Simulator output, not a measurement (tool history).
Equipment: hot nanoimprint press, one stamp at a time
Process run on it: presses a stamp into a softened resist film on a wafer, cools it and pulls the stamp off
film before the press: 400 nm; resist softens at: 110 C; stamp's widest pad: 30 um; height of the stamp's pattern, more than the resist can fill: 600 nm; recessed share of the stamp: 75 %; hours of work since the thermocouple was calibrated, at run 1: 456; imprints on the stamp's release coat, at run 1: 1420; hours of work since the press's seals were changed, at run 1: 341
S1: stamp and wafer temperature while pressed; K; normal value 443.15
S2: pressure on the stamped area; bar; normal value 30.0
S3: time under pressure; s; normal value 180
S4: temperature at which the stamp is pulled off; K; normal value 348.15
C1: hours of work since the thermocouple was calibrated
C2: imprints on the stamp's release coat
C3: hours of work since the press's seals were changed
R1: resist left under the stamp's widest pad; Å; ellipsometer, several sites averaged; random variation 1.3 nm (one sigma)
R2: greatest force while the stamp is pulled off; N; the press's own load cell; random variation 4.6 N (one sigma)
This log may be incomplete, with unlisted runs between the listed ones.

run 1 day=0.000 | S1=443.15 S2=30.0 S3=180 S4=348.15 | C1=456 C2=1420 C3=341 | R1=1894 R2=299
run 2 day=0.888 | S1=443.15 S2=30.0 S3=180 S4=348.15 | C1=466 C2=1451 C3=351 | R1=1895 R2=299
-- day=1.533 plate thermocouple calibrated
run 3 day=1.779 | S1=443.15 S2=30.0 S3=180 S4=348.15 | C1=3 C2=1478 C3=360 | R1=1781 R2=309
run 4 day=2.433 | S1=431.15 S2=30.0 S3=180 S4=348.15 | C1=10 C2=1500 C3=367 | R1=3253 R2=299
-- day=2.721 stamp cleaned and given a new release coat
run 5 day=3.662 | S1=443.15 S2=22.7 S3=180 S4=348.15 | C1=21 C2=33 C3=378 | R1=2001 R2=215
run 6 day=4.125 | S1=443.15 S2=22.7 S3=180 S4=348.15 | C1=26 C2=49 C3=383 | R1=1981 R2=226
run 7 day=4.550 | S1=443.15 S2=22.7 S3=180 S4=348.15 | C1=31 C2=63 C3=388 | R1=1988 R2=225
run 8 day=5.138 | S1=443.15 S2=22.7 S3=180 S4=348.15 | C1=37 C2=84 C3=394 | R1=1964 R2=223
run 9 day=5.750 | S1=443.15 S2=22.7 S3=180 S4=348.15 | C1=44 C2=105 C3=401 | R1=1962 R2=226
-- day=6.167 plate thermocouple calibrated, once more
run 10 day=6.692 | S1=443.15 S2=22.7 S3=180 S4=348.15 | C1=6 C2=133 C3=410 | R1=2312 R2=229
run 11 day=7.112 | S1=443.15 S2=22.7 S3=180 S4=348.15 | C1=11 C2=148 C3=415 | R1=2318 R2=225
run 12 day=7.721 | S1=443.15 S2=30.0 S3=180 S4=348.15 | C1=17 C2=169 C3=422 | R1=2075 R2=238
run 13 day=8.196 | S1=443.15 S2=27.4 S3=162 S4=348.15 | C1=23 C2=186 C3=427 | R1=2219 R2=232
run 14 day=8.758 | S1=443.15 S2=30.0 S3=278 S4=348.15 | C1=29 C2=205 C3=433 | R1=1769 R2=232
run 15 day=9.496 | S1=443.15 S2=32.0 S3=97 S4=348.15 | C1=37 C2=231 C3=441 | R1=2487 R2=232
run 16 day=10.000 | S1=454.15 S2=27.3 S3=180 S4=348.15 | C1=43 C2=248 C3=447 | R1=1103 R2=240
run 17 day=10.550 | S1=454.15 S2=27.3 S3=190 S4=348.15 | C1=49 C2=267 C3=453 | R1=1060 R2=241
run 18 day=11.212 | S1=454.15 S2=27.3 S3=190 S4=348.15 | C1=56 C2=290 C3=460 | R1=1035 R2=242
run 19 day=11.700 | S1=454.15 S2=27.3 S3=190 S4=348.15 | C1=62 C2=307 C3=466 | R1=1045 R2=245
run 20 day=12.317 | S1=438.15 S2=21.6 S3=180 S4=348.15 | C1=69 C2=329 C3=473 | R1=2945 R2=240
run 21 day=13.012 | S1=438.15 S2=21.6 S3=180 S4=348.15 | C1=76 C2=353 C3=481 | R1=2919 R2=241
run 22 day=13.854 | S1=438.15 S2=21.6 S3=180 S4=348.15 | C1=86 C2=382 C3=490 | R1=2928 R2=236
run 23 day=14.712 | S1=443.15 S2=30.0 S3=110 S4=348.15 | C1=95 C2=412 C3=500 | R1=2411 R2=250

Alternative continuations, all from the tool just after run 23; predict every row:
run A day=15.183 | S1=443.15 S2=30.0 S3=269 S4=348.15 | C1=101 C2=429 C3=505 | R1=? R2=?
run B day=15.183 | S1=443.15 S2=30.0 S3=110 S4=339.15 | C1=101 C2=429 C3=505 | R1=? R2=?
run C day=15.183 | S1=443.15 S2=30.0 S3=147 S4=335.15 | C1=101 C2=429 C3=505 | R1=? R2=?

run=A R1=1757 R2=252
run=B R1=2402 R2=260
run=C R1=2203 R2=265
Without the tool's hidden state the same runs would have given:
run=A R1=1792 R2=228
run=B R1=2440 R2=235
run=C R1=2241 R2=240

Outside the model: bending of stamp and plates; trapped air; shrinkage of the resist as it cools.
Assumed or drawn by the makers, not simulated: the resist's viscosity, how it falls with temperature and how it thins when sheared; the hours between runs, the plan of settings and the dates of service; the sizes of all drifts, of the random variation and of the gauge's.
